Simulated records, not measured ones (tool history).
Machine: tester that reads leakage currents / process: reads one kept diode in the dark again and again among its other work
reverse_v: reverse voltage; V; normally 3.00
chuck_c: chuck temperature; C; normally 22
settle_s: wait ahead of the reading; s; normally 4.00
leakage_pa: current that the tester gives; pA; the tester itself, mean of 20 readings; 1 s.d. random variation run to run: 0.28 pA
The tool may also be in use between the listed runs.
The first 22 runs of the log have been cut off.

{"run": 23, "day": 51.579, "reverse_v": 1.02, "chuck_c": 22, "settle_s": 0.89, "leakage_pa": 68.9}
{"run": 24, "day": 53.704, "reverse_v": 3.29, "chuck_c": 36, "settle_s": 4.0, "leakage_pa": 269.24}
{"run": 25, "day": 55.646, "reverse_v": 3.29, "chuck_c": 36, "settle_s": 4.0, "leakage_pa": 270.37}
{"run": 26, "day": 57.038, "reverse_v": 3.29, "chuck_c": 36, "settle_s": 1.96, "leakage_pa": 270.78}
{"run": 27, "day": 60.371, "reverse_v": 3.49, "chuck_c": 27, "settle_s": 0.5, "leakage_pa": 149.44}
{"run": 28, "day": 63.042, "reverse_v": 13.58, "chuck_c": 22, "settle_s": 4.0, "leakage_pa": 165.58}
{"run": 29, "day": 66.283, "reverse_v": 19.36, "chuck_c": 24, "settle_s": 4.0, "leakage_pa": 218.48}
{"run": 30, "day": 68.542, "reverse_v": 19.36, "chuck_c": 24, "settle_s": 4.0, "leakage_pa": 218.37}
{"run": 31, "day": 70.079, "reverse_v": 19.36, "chuck_c": 24, "settle_s": 4.0, "leakage_pa": 218.73}
{"run": 32, "day": 72.2, "reverse_v": 1.23, "chuck_c": 22, "settle_s": 4.0, "leakage_pa": 75.17}
{"run": 33, "day": 74.062, "reverse_v": 6.63, "chuck_c": 34, "settle_s": 3.37, "leakage_pa": 303.47}
{"run": 34, "day": 76.471, "reverse_v": 6.63, "chuck_c": 34, "settle_s": 1.97, "leakage_pa": 303.44}
{"run": 35, "day": 78.712, "reverse_v": 14.43, "chuck_c": 22, "settle_s": 0.57, "leakage_pa": 179.48}
{"run": 36, "day": 80.742, "reverse_v": 1.52, "chuck_c": 22, "settle_s": 0.62, "leakage_pa": 81.59}
{"run": 37, "day": 82.662, "reverse_v": 2.15, "chuck_c": 30, "settle_s": 6.5, "leakage_pa": 160.97}
{"run": 38, "day": 85.521, "reverse_v": 2.15, "chuck_c": 22, "settle_s": 6.5, "leakage_pa": 91.32}
{"run": 39, "day": 87.342, "reverse_v": 2.15, "chuck_c": 22, "settle_s": 6.5, "leakage_pa": 91.45}
{"run": 40, "day": 88.962, "reverse_v": 16.74, "chuck_c": 57, "settle_s": 4.0, "leakage_pa": 1764.39}

3 options for the next run, each taken on its own from the tool as it stands now. Forecast them:
{"run": "A", "day": 90.9, "reverse_v": 1.27, "chuck_c": 23, "settle_s": 3.08, "leakage_pa": "?"}
{"run": "B", "day": 90.9, "reverse_v": 16.74, "chuck_c": 37, "settle_s": 0.38, "leakage_pa": "?"}
{"run": "C", "day": 90.9, "reverse_v": 6.47, "chuck_c": 35, "settle_s": 1.91, "leakage_pa": "?"}

run=A leakage_pa=82.77
run=B leakage_pa=521.71
run=C leakage_pa=328.30
With the hidden condition removed and each run's random variation left untouched, the same runs would have given:
run=A leakage_pa=73.96
run=B leakage_pa=463.12
run=C leakage_pa=294.22
